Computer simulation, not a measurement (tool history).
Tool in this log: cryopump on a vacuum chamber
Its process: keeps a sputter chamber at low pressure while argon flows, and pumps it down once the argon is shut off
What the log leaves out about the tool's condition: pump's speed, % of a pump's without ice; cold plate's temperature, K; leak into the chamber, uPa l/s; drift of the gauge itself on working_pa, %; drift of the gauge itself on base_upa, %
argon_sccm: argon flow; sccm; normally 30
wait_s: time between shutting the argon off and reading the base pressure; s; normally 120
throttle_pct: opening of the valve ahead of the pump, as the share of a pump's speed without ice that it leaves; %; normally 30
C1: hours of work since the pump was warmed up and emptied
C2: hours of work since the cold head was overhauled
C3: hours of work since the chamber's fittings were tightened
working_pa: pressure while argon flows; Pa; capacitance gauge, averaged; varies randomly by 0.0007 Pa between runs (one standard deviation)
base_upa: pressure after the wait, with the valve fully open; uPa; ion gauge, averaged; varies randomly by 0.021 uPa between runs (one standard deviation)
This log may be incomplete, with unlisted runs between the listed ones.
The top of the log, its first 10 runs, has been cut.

run 11 day=31.638 | argon_sccm=54 wait_s=120 throttle_pct=30 | C1=335 C2=710 C3=2291 | working_pa=0.2314 base_upa=2.43
-- day=33.829 pump warmed up, emptied and cooled again
run 12 day=36.488 | argon_sccm=54 wait_s=120 throttle_pct=30 | C1=52 C2=800 C3=2382 | working_pa=0.2214 base_upa=2.17
run 13 day=40.262 | argon_sccm=54 wait_s=120 throttle_pct=30 | C1=125 C2=874 C3=2455 | working_pa=0.2257 base_upa=2.33
run 14 day=42.321 | argon_sccm=54 wait_s=120 throttle_pct=30 | C1=166 C2=914 C3=2495 | working_pa=0.2259 base_upa=2.49
run 15 day=44.525 | argon_sccm=30 wait_s=120 throttle_pct=30 | C1=209 C2=957 C3=2538 | working_pa=0.1255 base_upa=2.47
run 16 day=49.133 | argon_sccm=30 wait_s=120 throttle_pct=30 | C1=298 C2=1047 C3=2628 | working_pa=0.1275 base_upa=2.62
-- day=53.246 pump warmed up, emptied and cooled again
run 17 day=53.246 | argon_sccm=30 wait_s=120 throttle_pct=30 | C1=0 C2=1123 C3=2704 | working_pa=0.1224 base_upa=2.41
run 18 day=57.246 | argon_sccm=30 wait_s=120 throttle_pct=30 | C1=78 C2=1201 C3=2782 | working_pa=0.1234 base_upa=2.5
run 19 day=59.717 | argon_sccm=30 wait_s=57 throttle_pct=34 | C1=126 C2=1249 C3=2830 | working_pa=0.1087 base_upa=2.89
run 20 day=63.821 | argon_sccm=30 wait_s=57 throttle_pct=34 | C1=206 C2=1329 C3=2910 | working_pa=0.1109 base_upa=3
run 21 day=68.362 | argon_sccm=54 wait_s=68 throttle_pct=37 | C1=295 C2=1418 C3=2999 | working_pa=0.1899 base_upa=3.14
run 22 day=71.642 | argon_sccm=14 wait_s=34 throttle_pct=39 | C1=359 C2=1482 C3=3063 | working_pa=0.0466 base_upa=3.64
-- day=72.55 pump warmed up, emptied and cooled again
run 23 day=74.879 | argon_sccm=14 wait_s=43 throttle_pct=35 | C1=45 C2=1541 C3=3122 | working_pa=0.0497 base_upa=3.21
run 24 day=77.671 | argon_sccm=16 wait_s=50 throttle_pct=54 | C1=100 C2=1595 C3=3176 | working_pa=0.0377 base_upa=3.09
run 25 day=80 | argon_sccm=58 wait_s=62 throttle_pct=28 | C1=145 C2=1641 C3=3222 | working_pa=0.2579 base_upa=3.21
run 26 day=82.108 | argon_sccm=30 wait_s=155 throttle_pct=54 | C1=186 C2=1682 C3=3263 | working_pa=0.0728 base_upa=2.91
run 27 day=86.346 | argon_sccm=30 wait_s=155 throttle_pct=54 | C1=269 C2=1764 C3=3346 | working_pa=0.0731 base_upa=2.97
run 28 day=88.679 | argon_sccm=30 wait_s=155 throttle_pct=54 | C1=314 C2=1810 C3=3391 | working_pa=0.0735 base_upa=3.28
-- day=91.888 pump warmed up, emptied and cooled again
run 29 day=91.888 | argon_sccm=32 wait_s=120 throttle_pct=17 | C1=0 C2=1868 C3=3450 | working_pa=0.2309 base_upa=2.94
-- day=92.633 leaking fittings of the chamber tightened, without venting
run 30 day=95.85 | argon_sccm=39 wait_s=280 throttle_pct=59 | C1=76 C2=1944 C3=63 | working_pa=0.0832 base_upa=0.4
run 31 day=100.029 | argon_sccm=30 wait_s=120 throttle_pct=39 | C1=157 C2=2025 C3=144 | working_pa=0.0961 base_upa=0.62
run 32 day=103.525 | argon_sccm=30 wait_s=120 throttle_pct=39 | C1=225 C2=2094 C3=212 | working_pa=0.099 base_upa=0.67
run 33 day=108.029 | argon_sccm=30 wait_s=120 throttle_pct=39 | C1=313 C2=2181 C3=300 | working_pa=0.1014 base_upa=0.76
run 34 day=110.479 | argon_sccm=30 wait_s=120 throttle_pct=25 | C1=361 C2=2229 C3=348 | working_pa=0.1543 base_upa=0.79

For run 35, what comes out?
-- day=111.442 pump warmed up, emptied and cooled again
run 35 day=114.542 | argon_sccm=12 wait_s=159 throttle_pct=28 | C1=60 C2=2304 C3=423 | working_pa=? base_upa=?

Run 35 produced working_pa 0.0532 Pa, base_upa 0.76 uPa.
The same run, on a tool lacking any hidden state, would have yielded working_pa 0.0526 Pa, base_upa 0.44 uPa.
